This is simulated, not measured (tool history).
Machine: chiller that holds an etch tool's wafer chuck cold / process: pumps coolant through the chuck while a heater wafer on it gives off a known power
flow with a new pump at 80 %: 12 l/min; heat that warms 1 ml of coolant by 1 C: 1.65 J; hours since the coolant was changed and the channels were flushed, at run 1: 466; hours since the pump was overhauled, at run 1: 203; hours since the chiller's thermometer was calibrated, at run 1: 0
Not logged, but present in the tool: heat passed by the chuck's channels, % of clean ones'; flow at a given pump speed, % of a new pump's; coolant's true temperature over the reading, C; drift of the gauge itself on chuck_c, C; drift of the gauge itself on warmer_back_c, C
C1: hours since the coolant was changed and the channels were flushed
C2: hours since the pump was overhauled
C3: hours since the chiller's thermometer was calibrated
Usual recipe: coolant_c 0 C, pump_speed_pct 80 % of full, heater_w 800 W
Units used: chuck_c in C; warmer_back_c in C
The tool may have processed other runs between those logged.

{"run": 1, "hour": 0.0, "coolant_c": 0, "pump_speed_pct": 80, "heater_w": 800, "C1": 466, "C2": 203, "C3": 0, "chuck_c": 7.0, "warmer_back_c": 2.39}
{"run": 2, "hour": 178.1, "coolant_c": 0, "pump_speed_pct": 80, "heater_w": 800, "C1": 644, "C2": 381, "C3": 178, "chuck_c": 7.1, "warmer_back_c": 2.45}
{"run": 3, "hour": 306.2, "coolant_c": 0, "pump_speed_pct": 80, "heater_w": 800, "C1": 772, "C2": 509, "C3": 306, "chuck_c": 7.0, "warmer_back_c": 2.4}
{"run": 4, "hour": 421.1, "coolant_c": 0, "pump_speed_pct": 80, "heater_w": 800, "C1": 887, "C2": 624, "C3": 421, "chuck_c": 6.8, "warmer_back_c": 2.44}
{"run": 5, "hour": 554.6, "coolant_c": 0, "pump_speed_pct": 80, "heater_w": 800, "C1": 1021, "C2": 758, "C3": 555, "chuck_c": 7.0, "warmer_back_c": 2.53}
{"run": 6, "hour": 654.5, "coolant_c": 0, "pump_speed_pct": 80, "heater_w": 800, "C1": 1121, "C2": 858, "C3": 655, "chuck_c": 6.9, "warmer_back_c": 2.52}
{"run": 7, "hour": 871.4, "coolant_c": 0, "pump_speed_pct": 80, "heater_w": 800, "C1": 1337, "C2": 1075, "C3": 871, "chuck_c": 7.2, "warmer_back_c": 2.51}
{"run": 8, "hour": 1010.8, "coolant_c": 3, "pump_speed_pct": 80, "heater_w": 800, "C1": 1477, "C2": 1214, "C3": 1011, "chuck_c": 10.2, "warmer_back_c": 2.5}
{"run": 9, "hour": 1185.9, "coolant_c": 3, "pump_speed_pct": 80, "heater_w": 800, "C1": 1652, "C2": 1389, "C3": 1186, "chuck_c": 10.2, "warmer_back_c": 2.52}
{"run": 10, "hour": 1306.9, "coolant_c": 8, "pump_speed_pct": 80, "heater_w": 800, "C1": 1773, "C2": 1510, "C3": 1307, "chuck_c": 15.3, "warmer_back_c": 2.54}
{"run": 11, "hour": 1394.3, "coolant_c": 8, "pump_speed_pct": 80, "heater_w": 800, "C1": 1860, "C2": 1597, "C3": 1394, "chuck_c": 15.3, "warmer_back_c": 2.6}
{"run": 12, "hour": 1593.4, "coolant_c": 8, "pump_speed_pct": 80, "heater_w": 800, "C1": 2059, "C2": 1796, "C3": 1593, "chuck_c": 15.3, "warmer_back_c": 2.52}
{"run": 13, "hour": 1796.2, "coolant_c": 8, "pump_speed_pct": 80, "heater_w": 800, "C1": 2262, "C2": 1999, "C3": 1796, "chuck_c": 15.3, "warmer_back_c": 2.55}
{"run": 14, "hour": 1993.7, "coolant_c": 8, "pump_speed_pct": 80, "heater_w": 800, "C1": 2460, "C2": 2197, "C3": 1994, "chuck_c": 15.5, "warmer_back_c": 2.64}
{"run": 15, "hour": 2152.5, "coolant_c": 8, "pump_speed_pct": 61, "heater_w": 800, "C1": 2618, "C2": 2356, "C3": 2152, "chuck_c": 17.4, "warmer_back_c": 3.52}
{"run": 16, "hour": 2309.2, "coolant_c": 8, "pump_speed_pct": 61, "heater_w": 800, "C1": 2775, "C2": 2512, "C3": 2309, "chuck_c": 17.6, "warmer_back_c": 3.52}
{"run": 17, "hour": 2419.5, "coolant_c": 8, "pump_speed_pct": 61, "heater_w": 800, "C1": 2886, "C2": 2623, "C3": 2420, "chuck_c": 17.6, "warmer_back_c": 3.51}
{"run": 18, "hour": 2528.0, "coolant_c": 8, "pump_speed_pct": 61, "heater_w": 800, "C1": 2994, "C2": 2731, "C3": 2528, "chuck_c": 17.7, "warmer_back_c": 3.55}
{"run": 19, "hour": 2619.7, "coolant_c": 7, "pump_speed_pct": 61, "heater_w": 812, "C1": 3086, "C2": 2823, "C3": 2620, "chuck_c": 17.0, "warmer_back_c": 3.67}
{"run": 20, "hour": 2787.1, "coolant_c": -6, "pump_speed_pct": 93, "heater_w": 406, "C1": 3253, "C2": 2990, "C3": 2787, "chuck_c": -2.9, "warmer_back_c": 1.15}
{"hour": 2815.2, "done": "coolant changed, channels flushed"}
{"run": 21, "hour": 3003.7, "coolant_c": -6, "pump_speed_pct": 93, "heater_w": 406, "C1": 188, "C2": 3201, "C3": 2998, "chuck_c": -3.5, "warmer_back_c": 1.14}
{"run": 22, "hour": 3215.3, "coolant_c": 9, "pump_speed_pct": 61, "heater_w": 732, "C1": 400, "C2": 3412, "C3": 3209, "chuck_c": 16.9, "warmer_back_c": 3.31}
{"run": 23, "hour": 3360.2, "coolant_c": 4, "pump_speed_pct": 76, "heater_w": 617, "C1": 545, "C2": 3557, "C3": 3354, "chuck_c": 9.3, "warmer_back_c": 2.27}
{"run": 24, "hour": 3519.4, "coolant_c": 4, "pump_speed_pct": 76, "heater_w": 617, "C1": 704, "C2": 3717, "C3": 3513, "chuck_c": 9.5, "warmer_back_c": 2.28}
{"hour": 3591.5, "done": "chiller's thermometer calibrated"}
{"run": 25, "hour": 3698.7, "coolant_c": 4, "pump_speed_pct": 70, "heater_w": 800, "C1": 882, "C2": 3895, "C3": 107, "chuck_c": 13.0, "warmer_back_c": 3.18}
{"run": 26, "hour": 3861.6, "coolant_c": 4, "pump_speed_pct": 70, "heater_w": 1156, "C1": 1045, "C2": 4058, "C3": 270, "chuck_c": 17.0, "warmer_back_c": 4.65}
{"run": 27, "hour": 4065.8, "coolant_c": 0, "pump_speed_pct": 70, "heater_w": 1127, "C1": 1250, "C2": 4262, "C3": 474, "chuck_c": 12.8, "warmer_back_c": 4.61}
{"run": 28, "hour": 4281.1, "coolant_c": 10, "pump_speed_pct": 90, "heater_w": 1127, "C1": 1465, "C2": 4477, "C3": 690, "chuck_c": 20.5, "warmer_back_c": 3.64}
{"run": 29, "hour": 4488.3, "coolant_c": 6, "pump_speed_pct": 80, "heater_w": 649, "C1": 1672, "C2": 4684, "C3": 897, "chuck_c": 12.5, "warmer_back_c": 2.3}
{"run": 30, "hour": 4623.1, "coolant_c": 0, "pump_speed_pct": 92, "heater_w": 414, "C1": 1807, "C2": 4819, "C3": 1032, "chuck_c": 3.7, "warmer_back_c": 1.26}
{"run": 31, "hour": 4821.1, "coolant_c": 0, "pump_speed_pct": 92, "heater_w": 414, "C1": 2005, "C2": 5017, "C3": 1230, "chuck_c": 3.8, "warmer_back_c": 1.23}

For run 32, what comes out?
{"run": 32, "hour": 5032.1, "coolant_c": 8, "pump_speed_pct": 73, "heater_w": 627, "C1": 2216, "C2": 5228, "C3": 1441, "chuck_c": "?", "warmer_back_c": "?"}

chuck_c: 15.0 C
warmer_back_c: 2.51 C
Take away the tool's hidden state, keep the run-to-run variation as it was, and the same run would have given chuck_c 13.8 C, warmer_back_c 2.06 C.
